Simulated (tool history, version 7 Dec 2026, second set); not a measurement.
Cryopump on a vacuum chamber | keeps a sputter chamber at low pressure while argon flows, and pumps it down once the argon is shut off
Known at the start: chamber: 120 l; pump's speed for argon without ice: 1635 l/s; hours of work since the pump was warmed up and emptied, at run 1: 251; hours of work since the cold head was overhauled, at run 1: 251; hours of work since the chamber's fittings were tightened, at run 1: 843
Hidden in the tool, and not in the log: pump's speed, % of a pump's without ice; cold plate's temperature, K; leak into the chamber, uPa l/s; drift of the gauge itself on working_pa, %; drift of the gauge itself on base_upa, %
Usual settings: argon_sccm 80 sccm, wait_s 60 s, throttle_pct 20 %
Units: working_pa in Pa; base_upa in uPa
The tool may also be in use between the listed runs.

| run | day | argon_sccm | wait_s | throttle_pct | hours of work since the pump was warmed up and emptied | hours of work since the cold head was overhauled | hours of work since the chamber's fittings were tightened | working_pa | base_upa |
|---|---|---|---|---|---|---|---|---|---|
| 1 | 0.000 | 80 | 60 | 20 | 251 | 251 | 843 | 0.4253 | 1.52 |
| 2 | 0.712 | 51 | 60 | 20 | 265 | 265 | 857 | 0.2706 | 1.51 |
| 3 | 1.338 | 51 | 60 | 20 | 278 | 278 | 870 | 0.2717 | 1.51 |
| 4 | 2.321 | 51 | 60 | 20 | 297 | 297 | 890 | 0.2716 | 1.50 |
| 5 | 3.025 | 80 | 78 | 20 | 312 | 312 | 904 | 0.4300 | 1.25 |
| 6 | 4.125 | 80 | 78 | 20 | 334 | 334 | 926 | 0.4278 | 1.25 |
| 7 | 4.808 | 80 | 78 | 20 | 348 | 348 | 940 | 0.4299 | 1.27 |
| 8 | 5.771 | 80 | 60 | 20 | 367 | 367 | 959 | 0.4294 | 1.54 |
| 9 | 6.542 | 80 | 236 | 20 | 383 | 383 | 975 | 0.4313 | 0.63 |
| 10 | 7.175 | 80 | 60 | 20 | 395 | 395 | 988 | 0.4340 | 1.59 |
| 11 | 7.942 | 80 | 60 | 20 | 411 | 411 | 1003 | 0.4357 | 1.57 |
| 12 | 9.088 | 80 | 60 | 20 | 434 | 434 | 1026 | 0.4332 | 1.60 |
| 13 | 10.175 | 80 | 60 | 20 | 456 | 456 | 1048 | 0.4359 | 1.58 |
| 14 | 10.917 | 80 | 158 | 20 | 471 | 471 | 1063 | 0.4400 | 0.87 |
| 15 | 11.429 | 80 | 60 | 22 | 481 | 481 | 1074 | 0.4021 | 1.58 |
| 16 | 12.171 | 80 | 60 | 22 | 496 | 496 | 1089 | 0.4025 | 1.64 |
| 17 | 12.871 | 80 | 60 | 29 | 511 | 511 | 1103 | 0.3135 | 1.64 |
| 18 | 13.575 | 44 | 258 | 19 | 525 | 525 | 1117 | 0.2566 | 0.69 |
| 19 | 14.304 | 44 | 258 | 19 | 539 | 539 | 1132 | 0.2536 | 0.73 |
| 20 | 14.783 | 127 | 258 | 19 | 549 | 549 | 1141 | 0.7373 | 0.72 |
| 21 | 15.717 | 152 | 26 | 19 | 568 | 568 | 1160 | 0.8873 | 3.25 |
| 22 | 16.442 | 80 | 74 | 20 | 583 | 583 | 1175 | 0.4495 | 1.42 |
| 23 | 17.212 | 80 | 156 | 20 | 598 | 598 | 1190 | 0.4525 | 0.92 |
| 24 | 18.083 | 80 | 128 | 20 | 616 | 616 | 1208 | 0.4519 | 1.02 |
| 25 | 18.817 | 77 | 60 | 20 | 631 | 631 | 1223 | 0.4373 | 1.64 |
|  | 19.708 | pump warmed up, emptied and cooled again |
| 26 | 20.062 | 80 | 142 | 20 | 7 | 651 | 1244 | 0.4149 | 0.81 |
| 27 | 20.592 | 58 | 60 | 20 | 18 | 662 | 1254 | 0.2998 | 1.51 |
| 28 | 21.708 | 58 | 60 | 20 | 40 | 685 | 1277 | 0.3008 | 1.50 |
| 29 | 22.658 | 58 | 60 | 20 | 60 | 704 | 1296 | 0.3031 | 1.53 |
| 30 | 23.492 | 58 | 60 | 20 | 76 | 721 | 1313 | 0.3027 | 1.54 |
| 31 | 24.417 | 70 | 32 | 43 | 95 | 739 | 1332 | 0.1720 | 2.60 |
| 32 | 25.029 | 70 | 32 | 39 | 107 | 752 | 1344 | 0.1904 | 2.59 |
| 33 | 25.667 | 70 | 32 | 39 | 120 | 765 | 1357 | 0.1894 | 2.58 |

Forecast each of these 3 alternatives for the next run:
| A | 26.254 | 122 | 60 | 20 | 132 | 777 | 1369 | ? | ? |
| B | 26.254 | 144 | 60 | 20 | 132 | 777 | 1369 | ? | ? |
| C | 26.254 | 70 | 78 | 16 | 132 | 777 | 1369 | ? | ? |

| run | working_pa | base_upa |
|---|---|---|
| A | 0.6394 | 1.59 |
| B | 0.7555 | 1.55 |
| C | 0.4574 | 1.29 |
Without the tool's hidden state the same runs would have given:
| run | working_pa | base_upa |
|---|---|---|
| A | 0.6301 | 1.40 |
| B | 0.7445 | 1.36 |
| C | 0.4521 | 1.10 |
